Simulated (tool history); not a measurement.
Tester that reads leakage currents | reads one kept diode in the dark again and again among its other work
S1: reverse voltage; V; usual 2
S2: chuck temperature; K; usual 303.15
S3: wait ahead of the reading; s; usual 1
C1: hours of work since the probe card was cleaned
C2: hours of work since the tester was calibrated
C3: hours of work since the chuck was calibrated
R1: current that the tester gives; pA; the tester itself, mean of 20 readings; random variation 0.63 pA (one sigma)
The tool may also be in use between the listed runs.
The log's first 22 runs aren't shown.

run    hour     S1      S2    S3    C1    C2   C3       R1
 23  2669.2      2  303.15  3.26   738  2103   79   212.71
 24  2753.9   14.9  303.15  1.66   794  2159  136   502.36
 25  2892.9   1.28  318.15  1.72   886  2252  228   574.78
 26  2990.9   1.28  318.15  1.72   951  2317  293   567.09
 27  3069.8      2  322.15  1.34  1004  2369  345    919.5
     3164.8  -- probe card cleaned and baked
 28  3165.2  16.94  303.15  2.04     0  2431  407   480.51
 29  3291.8  16.94  303.15  2.04    84  2515  491   473.39
 30  3405.6      2  296.15  5.36   160  2590  566   103.35
 31  3526.9   8.46  326.15  1.06   240  2671  647  2144.22
 32  3669.1  13.61  303.15  3.48   335  2765  741   417.29
 33  3785.5   2.17  303.15  1.36   412  2842  819   189.31
 34    3923      2  311.15     1   504  2934  910   350.43
     3964.4  -- chuck's temperature calibrated
 35  4017.5   2.66  303.15  6.08   565  2995   35      240
 36    4165   2.66  303.15  6.08   663  3093  133   236.28
     4264.7  -- tester calibrated
 37  4264.7   2.66  303.15  6.08   728     0  198    228.4
 38    4335   2.66  303.15  6.08   774    47  245   225.82

4 ways to go on from here, each from the tool as it stands after run 38. What would each give?
  A  4407.8     2  305.15     1  823  95  293   ?
  B  4407.8  9.12  298.15   1.3  823  95  293   ?
  C  4407.8  1.08  331.15  1.14  823  95  293   ?
  D  4407.8     2  296.15  7.21  823  95  293   ?

run       R1
  A   234.04
  B   253.82
  C  1356.63
  D   108.93
Without the tool's hidden state the same runs would have given:
run      R1
  A  248.08
  B  258.55
  C  1439.6
  D  114.24
